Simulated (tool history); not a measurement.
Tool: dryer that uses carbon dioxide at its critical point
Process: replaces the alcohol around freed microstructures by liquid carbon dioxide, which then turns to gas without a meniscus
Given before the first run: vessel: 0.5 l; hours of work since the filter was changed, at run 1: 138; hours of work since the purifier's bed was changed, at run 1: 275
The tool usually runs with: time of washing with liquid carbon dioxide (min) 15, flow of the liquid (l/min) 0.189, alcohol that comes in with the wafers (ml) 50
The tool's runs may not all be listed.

| run | hour | time of washing with liquid carbon dioxide (min) | flow of the liquid (l/min) | alcohol that comes in with the wafers (ml) | hours of work since the filter was changed | hours of work since the purifier's bed was changed | alcohol left in the vessel before it's heated (ppm by volume) |
|---|---|---|---|---|---|---|---|
| 1 | 0 | 15 | 0.189 | 50 | 138 | 275 | 1603 |
| 2 | 10.6 | 15 | 0.189 | 50 | 145 | 283 | 1627 |
| 3 | 21.6 | 15 | 0.189 | 50 | 153 | 290 | 1662 |
| 4 | 32.7 | 15 | 0.189 | 50 | 161 | 298 | 1653 |
| 5 | 39.6 | 15 | 0.189 | 50 | 165 | 303 | 1640 |
| 6 | 45.7 | 15 | 0.189 | 109 | 170 | 307 | 3677 |
| 7 | 51.4 | 15 | 0.189 | 109 | 174 | 311 | 3745 |
| 8 | 57.2 | 15 | 0.189 | 50 | 178 | 315 | 1698 |
|  | 69.6 | inlet filter changed |
| 9 | 69.9 | 15 | 0.189 | 50 | 0 | 323 | 1172 |
| 10 | 80.6 | 15 | 0.189 | 107 | 8 | 330 | 2465 |
| 11 | 85.9 | 15 | 0.189 | 107 | 11 | 334 | 2547 |
| 12 | 92.3 | 15 | 0.189 | 107 | 16 | 338 | 2535 |

Run 13 has not been measured yet. What should we expect?
| 13 | 102.9 | 15 | 0.189 | 107 | 23 | 346 | ? |

{"run 13": {"alcohol left in the vessel before it's heated (ppm by volume)": 2588}}
The same run, on a tool lacking any hidden state, would have yielded alcohol left in the vessel before it's heated (ppm by volume) 2356.
